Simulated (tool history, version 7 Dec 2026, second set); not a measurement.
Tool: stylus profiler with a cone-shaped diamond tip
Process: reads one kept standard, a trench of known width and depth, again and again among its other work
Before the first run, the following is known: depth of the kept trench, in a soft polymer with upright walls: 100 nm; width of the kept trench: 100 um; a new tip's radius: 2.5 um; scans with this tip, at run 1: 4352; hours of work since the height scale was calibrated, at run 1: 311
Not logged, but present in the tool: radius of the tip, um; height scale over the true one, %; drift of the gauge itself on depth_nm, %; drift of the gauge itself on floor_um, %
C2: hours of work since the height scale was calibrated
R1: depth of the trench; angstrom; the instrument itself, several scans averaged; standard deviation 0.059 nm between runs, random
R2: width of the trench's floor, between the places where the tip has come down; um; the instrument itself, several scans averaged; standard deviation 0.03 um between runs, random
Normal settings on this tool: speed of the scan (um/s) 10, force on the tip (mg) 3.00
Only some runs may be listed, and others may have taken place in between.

Run 1, hour 0.0: usual settings; scans with this tip 4352; C2 311. Result: R1 1020.3 angstrom, R2 98.42 um.
Run 2, hour 9.8: usual settings; scans with this tip 4424; C2 316. Result: R1 1019.0 angstrom, R2 98.42 um.
Run 3, hour 22.3: usual settings but force on the tip (mg) 2.21; scans with this tip 4516; C2 323. Result: R1 1014.3 angstrom, R2 98.43 um.
Run 4, hour 36.2: usual settings; scans with this tip 4619; C2 330. Result: R1 1018.6 angstrom, R2 98.44 um.
Run 5, hour 48.4: usual settings but force on the tip (mg) 1.73; scans with this tip 4710; C2 337. Result: R1 1012.3 angstrom, R2 98.43 um.
Run 6, hour 62.2: usual settings; scans with this tip 4811; C2 344. Result: R1 1020.2 angstrom, R2 98.37 um.
Run 7, hour 75.5: usual settings; scans with this tip 4910; C2 351. Result: R1 1019.5 angstrom, R2 98.38 um.
Run 8, hour 90.9: usual settings; scans with this tip 5023; C2 359. Result: R1 1018.3 angstrom, R2 98.37 um.
Run 9, hour 103.3: usual settings; scans with this tip 5115; C2 366. Result: R1 1018.9 angstrom, R2 98.46 um.
Run 10, hour 114.7: usual settings; scans with this tip 5199; C2 372. Result: R1 1018.6 angstrom, R2 98.38 um.
Run 11, hour 127.0: usual settings; scans with this tip 5290; C2 378. Result: R1 1017.5 angstrom, R2 98.41 um.
Run 12, hour 133.8: usual settings but force on the tip (mg) 4.31; scans with this tip 5340; C2 382. Result: R1 1025.3 angstrom, R2 98.38 um.
Run 13, hour 145.1: usual settings but force on the tip (mg) 4.31; scans with this tip 5423; C2 388. Result: R1 1024.6 angstrom, R2 98.34 um.
Run 14, hour 161.3: usual settings but force on the tip (mg) 4.31; scans with this tip 5543; C2 396. Result: R1 1024.9 angstrom, R2 98.39 um.
Run 15, hour 173.9: usual settings but speed of the scan (um/s) 11; scans with this tip 5636; C2 403. Result: R1 1018.0 angstrom, R2 98.38 um.
Run 16, hour 183.9: usual settings but speed of the scan (um/s) 11; scans with this tip 5710; C2 408. Result: R1 1018.6 angstrom, R2 98.39 um.
Run 17, hour 195.7: usual settings but speed of the scan (um/s) 11; scans with this tip 5797; C2 414. Result: R1 1017.7 angstrom, R2 98.26 um.
Run 18, hour 206.0: usual settings but speed of the scan (um/s) 11; scans with this tip 5873; C2 420. Result: R1 1019.7 angstrom, R2 98.40 um.
Run 19, hour 220.0: usual settings but speed of the scan (um/s) 11; scans with this tip 5976; C2 427. Result: R1 1018.1 angstrom, R2 98.30 um.
Run 20, hour 235.8: usual settings but speed of the scan (um/s) 14, force on the tip (mg) 2.82; scans with this tip 6093; C2 436. Result: R1 1017.9 angstrom, R2 98.41 um.
Run 21, hour 244.2: usual settings but speed of the scan (um/s) 11, force on the tip (mg) 2.87; scans with this tip 6156; C2 440. Result: R1 1016.8 angstrom, R2 98.35 um.
Run 22, hour 259.3: usual settings but speed of the scan (um/s) 11, force on the tip (mg) 2.87; scans with this tip 6267; C2 448. Result: R1 1018.1 angstrom, R2 98.39 um.
Run 23, hour 273.4: usual settings but speed of the scan (um/s) 4, force on the tip (mg) 2.21; scans with this tip 6371; C2 455. Result: R1 1016.3 angstrom, R2 98.33 um.
Run 24, hour 284.6: usual settings but speed of the scan (um/s) 4, force on the tip (mg) 2.21; scans with this tip 6454; C2 461. Result: R1 1014.2 angstrom, R2 98.40 um.
Run 25, hour 295.1: usual settings; scans with this tip 6531; C2 467. Result: R1 1018.7 angstrom, R2 98.33 um.
Run 26, hour 310.0: usual settings; scans with this tip 6642; C2 475. Result: R1 1018.1 angstrom, R2 98.34 um.
Run 27, hour 325.3: usual settings; scans with this tip 6755; C2 483. Result: R1 1018.0 angstrom, R2 98.34 um.
Run 28, hour 341.6: usual settings; scans with this tip 6875; C2 491. Result: R1 1018.7 angstrom, R2 98.30 um.
Run 29, hour 353.0: usual settings but speed of the scan (um/s) 3, force on the tip (mg) 6.25; scans with this tip 6959; C2 497. Result: R1 1031.4 angstrom, R2 98.35 um.
Run 30, hour 362.7: usual settings but speed of the scan (um/s) 3, force on the tip (mg) 6.25; scans with this tip 7031; C2 503. Result: R1 1030.7 angstrom, R2 98.29 um.
Run 31, hour 377.1: usual settings but speed of the scan (um/s) 15, force on the tip (mg) 1.64; scans with this tip 7137; C2 510. Result: R1 1011.9 angstrom, R2 98.27 um.
Run 32, hour 388.6: usual settings but speed of the scan (um/s) 33, force on the tip (mg) 1.10; scans with this tip 7222; C2 516. Result: R1 1008.2 angstrom, R2 98.23 um.
Run 33, hour 402.9: usual settings but speed of the scan (um/s) 37, force on the tip (mg) 1.12; scans with this tip 7328; C2 524. Result: R1 1009.0 angstrom, R2 98.29 um.
Run 34, hour 413.2: usual settings but speed of the scan (um/s) 37, force on the tip (mg) 1.12; scans with this tip 7404; C2 529. Result: R1 1009.0 angstrom, R2 98.17 um.
Run 35, hour 420.1: usual settings but speed of the scan (um/s) 2, force on the tip (mg) 1.44; scans with this tip 7454; C2 533. Result: R1 1010.8 angstrom, R2 98.32 um.
Run 36, hour 435.2: usual settings but speed of the scan (um/s) 3, force on the tip (mg) 1.41; scans with this tip 7566; C2 541. Result: R1 1010.0 angstrom, R2 98.34 um.

How would selected steps in R1 from run to run divide? Give the signed amount a tool lacking its hidden state would still show from settings, what came in and random variation, and the signed amount left for the hidden state, including any gauge scatter that is not in both of the compared results.
Run 2 -> 3: force on the tip (mg) 3.00 -> 2.21. R1 -4.7 angstrom: hidden state -0.1, all else -4.6.
Run 5 -> 6: force on the tip (mg) 1.73 -> 3.00. R1 +7.9 angstrom: hidden state +0.0, all else +7.9.
Run 7 -> 8: no setting touched and nothing written in the log between the runs. R1 -1.2 angstrom: hidden state -0.1, all else -1.1.
Run 28 -> 29: speed of the scan (um/s) 10 -> 3, force on the tip (mg) 3.00 -> 6.25. R1 +12.7 angstrom: hidden state +0.0, all else +12.7.
Run 30 -> 31: speed of the scan (um/s) 3 -> 15, force on the tip (mg) 6.25 -> 1.64. R1 -18.8 angstrom: hidden state -0.1, all else -18.7.
Run 34 -> 35: speed of the scan (um/s) 37 -> 2, force on the tip (mg) 1.12 -> 1.44. R1 +1.8 angstrom: hidden state -0.2, all else +2.0.

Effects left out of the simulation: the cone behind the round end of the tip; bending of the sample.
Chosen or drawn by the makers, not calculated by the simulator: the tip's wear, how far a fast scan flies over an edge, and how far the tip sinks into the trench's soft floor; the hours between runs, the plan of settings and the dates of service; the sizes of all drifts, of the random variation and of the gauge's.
